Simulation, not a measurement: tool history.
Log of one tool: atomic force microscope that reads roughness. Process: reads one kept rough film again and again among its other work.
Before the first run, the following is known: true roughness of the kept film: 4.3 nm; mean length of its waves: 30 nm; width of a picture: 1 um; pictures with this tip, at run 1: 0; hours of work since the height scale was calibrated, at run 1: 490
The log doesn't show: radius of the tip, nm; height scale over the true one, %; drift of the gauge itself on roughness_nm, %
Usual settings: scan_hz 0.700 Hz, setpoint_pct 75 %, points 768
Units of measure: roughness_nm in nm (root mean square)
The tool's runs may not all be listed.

run	hour	scan_hz	setpoint_pct	points	pictures with this tip	hours of work since the height scale was calibrated	roughness_nm
1	0.0	0.700	75	768	0	490	3.635
2	51.1	0.700	75	768	59	517	3.020
# hour 94.9: new tip fitted
3	113.4	0.700	75	768	22	549	3.420
4	177.5	0.700	75	768	96	583	2.811
# hour 189.3: new tip fitted
5	225.7	0.700	75	768	42	609	3.182
6	266.8	0.700	75	768	89	630	2.829
# hour 286.7: new tip fitted
7	313.5	0.700	75	768	31	655	3.290
8	370.0	0.700	75	782	96	685	2.763
# hour 381.8: new tip fitted
9	428.8	0.700	75	782	55	716	3.082
10	468.7	0.700	75	782	101	737	2.735
# hour 478.9: new tip fitted
11	534.3	0.700	75	782	64	772	3.007
# hour 573.9: new tip fitted
12	583.8	0.700	75	768	11	798	3.542
13	613.7	0.700	75	768	46	813	3.234
14	654.3	0.700	75	768	92	835	2.848
# hour 661.1: height scale calibrated on a step standard
# hour 669.9: new tip fitted
15	708.5	0.700	75	768	44	25	3.233
16	744.7	0.700	75	355	86	44	2.883
# hour 765.8: new tip fitted
17	792.6	0.700	72	1022	31	69	3.309
18	821.2	0.700	72	1022	64	84	3.056
19	858.5	2.147	75	768	107	104	2.471
# hour 863.4: new tip fitted
20	916.9	0.700	59	755	61	135	3.100
21	947.0	0.700	59	755	96	151	2.865
# hour 959.3: new tip fitted
22	999.1	0.700	59	755	46	178	3.255
# hour 1004.8: height scale calibrated on a step standard, once more
23	1044.9	2.835	75	287	97	21	2.407
# hour 1057.8: new tip fitted
24	1075.4	2.244	57	535	20	37	3.355
25	1140.4	0.593	83	725	95	72	2.745
# hour 1152.9: new tip fitted
26	1196.6	0.700	57	768	50	101	3.205
27	1232.6	0.700	57	768	92	120	2.879
# hour 1248.7: new tip fitted
28	1265.7	0.700	87	390	20	138	3.279
29	1309.4	0.530	87	331	70	161	2.883
# hour 1343.5: new tip fitted
30	1343.5	0.700	75	1009	0	179	3.625
31	1370.1	2.445	86	853	31	193	2.724
32	1417.0	2.445	86	853	85	218	2.355

Here are 4 independent what-if runs from the current tool condition. What would each one return?
# hour 1437.4: new tip fitted
A	1481.8	1.668	64	771	51	252	?
# hour 1437.4: new tip fitted
B	1481.8	3.798	86	853	51	252	?
# hour 1437.4: new tip fitted
C	1481.8	2.445	75	376	51	252	?
# hour 1437.4: new tip fitted
D	1481.8	0.873	88	562	51	252	?

run	roughness_nm
A	3.060
B	2.270
C	2.777
D	2.918
With the hidden condition removed and each run's random variation left untouched, the same runs would have given:
run	roughness_nm
A	3.576
B	2.653
C	3.246
D	3.410
